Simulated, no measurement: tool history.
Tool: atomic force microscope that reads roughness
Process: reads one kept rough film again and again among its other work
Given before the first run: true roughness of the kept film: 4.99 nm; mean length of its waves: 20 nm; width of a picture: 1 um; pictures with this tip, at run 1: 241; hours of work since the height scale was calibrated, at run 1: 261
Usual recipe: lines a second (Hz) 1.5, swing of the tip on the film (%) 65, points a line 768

| run | hour | lines a second (Hz) | swing of the tip on the film (%) | points a line | pictures with this tip | hours of work since the height scale was calibrated | roughness of the kept film (nm (root mean square)) |
|---|---|---|---|---|---|---|---|
| 1 | 0 | 1.5 | 65 | 768 | 241 | 261 | 2.205 |
| 2 | 9.8 | 1.5 | 65 | 768 | 265 | 268 | 2.17 |
|  | 23.4 | new tip fitted |
| 3 | 23.5 | 1.5 | 65 | 768 | 0 | 278 | 3.396 |
| 4 | 33.8 | 1.5 | 65 | 768 | 26 | 285 | 3.211 |
| 5 | 46.7 | 1.5 | 65 | 256 | 58 | 294 | 2.955 |
| 6 | 53.6 | 1.5 | 65 | 256 | 76 | 299 | 2.851 |
| 7 | 60.2 | 1.5 | 65 | 768 | 92 | 304 | 2.868 |
| 8 | 75.5 | 1.5 | 65 | 768 | 130 | 315 | 2.704 |
| 9 | 84.7 | 1.5 | 65 | 768 | 153 | 322 | 2.597 |
| 10 | 95.3 | 1.5 | 65 | 768 | 180 | 329 | 2.524 |
| 11 | 105.4 | 1.5 | 65 | 768 | 205 | 336 | 2.45 |
| 12 | 117.4 | 1.5 | 65 | 768 | 235 | 345 | 2.333 |
| 13 | 131.3 | 1.5 | 76 | 768 | 270 | 355 | 2.136 |
| 14 | 139.3 | 2.15 | 76 | 768 | 290 | 361 | 1.988 |
|  | 142.4 | new tip fitted |
| 15 | 148.4 | 1.5 | 67 | 768 | 15 | 367 | 3.36 |
| 16 | 157.6 | 2.58 | 65 | 768 | 38 | 374 | 3.077 |
| 17 | 166.8 | 1.5 | 65 | 362 | 61 | 380 | 3.058 |
| 18 | 179.1 | 1.5 | 65 | 362 | 92 | 389 | 2.865 |
| 19 | 189.7 | 1.5 | 65 | 768 | 118 | 397 | 2.816 |
| 20 | 196.6 | 1.5 | 65 | 768 | 135 | 402 | 2.697 |
| 21 | 204.8 | 1.5 | 65 | 768 | 156 | 408 | 2.614 |
| 22 | 212.2 | 1.5 | 65 | 655 | 175 | 413 | 2.52 |
| 23 | 224.6 | 1.5 | 65 | 655 | 206 | 422 | 2.402 |
| 24 | 238.9 | 1.5 | 65 | 655 | 241 | 432 | 2.313 |
| 25 | 248.6 | 1.5 | 65 | 655 | 266 | 439 | 2.25 |
| 26 | 255.1 | 1.5 | 65 | 655 | 282 | 444 | 2.181 |
|  | 261.3 | new tip fitted |
| 27 | 269.7 | 1.5 | 65 | 768 | 21 | 454 | 3.299 |
| 28 | 280.1 | 3.1 | 65 | 743 | 47 | 462 | 2.979 |
| 29 | 293.8 | 1.14 | 65 | 443 | 82 | 471 | 2.99 |
| 30 | 304.6 | 1.14 | 65 | 947 | 109 | 479 | 2.891 |
| 31 | 312.6 | 3.76 | 56 | 947 | 129 | 485 | 2.677 |
| 32 | 324.4 | 1.82 | 60 | 699 | 158 | 493 | 2.651 |
| 33 | 337.8 | 1.82 | 60 | 699 | 192 | 503 | 2.531 |
| 34 | 344.8 | 1.5 | 66 | 289 | 210 | 508 | 2.358 |
| 35 | 351.4 | 3.67 | 62 | 289 | 226 | 513 | 2.184 |
| 36 | 365.1 | 0.54 | 65 | 327 | 260 | 523 | 2.335 |
| 37 | 373.7 | 3.23 | 61 | 768 | 282 | 529 | 2.131 |
|  | 379.5 | new tip fitted |
| 38 | 386.4 | 3.23 | 60 | 768 | 17 | 538 | 3.244 |
| 39 | 397.9 | 2.59 | 72 | 863 | 46 | 546 | 2.912 |
| 40 | 411.8 | 1.05 | 72 | 331 | 81 | 556 | 2.953 |
| 41 | 419.6 | 1.5 | 88 | 768 | 101 | 562 | 2.534 |
| 42 | 431.6 | 1.5 | 88 | 768 | 131 | 570 | 2.427 |
| 43 | 446.6 | 1.54 | 88 | 768 | 168 | 581 | 2.286 |
| 44 | 461.6 | 1.13 | 71 | 272 | 206 | 592 | 2.381 |
| 45 | 477.3 | 1.21 | 65 | 651 | 245 | 603 | 2.366 |
| 46 | 488.3 | 1.5 | 65 | 369 | 273 | 611 | 2.224 |
|  | 498.5 | new tip fitted |
| 47 | 499.9 | 0.54 | 68 | 332 | 4 | 619 | 3.465 |
| 48 | 512.9 | 2.84 | 85 | 815 | 36 | 629 | 2.546 |
| 49 | 525.4 | 1.5 | 73 | 768 | 67 | 638 | 2.93 |
| 50 | 533.6 | 3.92 | 65 | 793 | 88 | 643 | 2.697 |
| 51 | 542.7 | 3.92 | 63 | 793 | 111 | 650 | 2.629 |
| 52 | 553.8 | 0.7 | 63 | 793 | 138 | 658 | 2.809 |
| 53 | 563.7 | 0.63 | 65 | 296 | 163 | 665 | 2.674 |

Here are 3 independent what-if runs from the current tool condition. What would each one return?
| A | 578.4 | 2.73 | 61 | 293 | 200 | 676 | ? |
| B | 578.4 | 2.13 | 65 | 270 | 200 | 676 | ? |
| C | 578.4 | 2.13 | 65 | 768 | 200 | 676 | ? |

| run | roughness of the kept film (nm (root mean square)) |
|---|---|
| A | 2.376 |
| B | 2.349 |
| C | 2.439 |
What these runs would have given with no unlogged condition in the tool:
| run | roughness of the kept film (nm (root mean square)) |
|---|---|
| A | 3.306 |
| B | 3.27 |
| C | 3.397 |
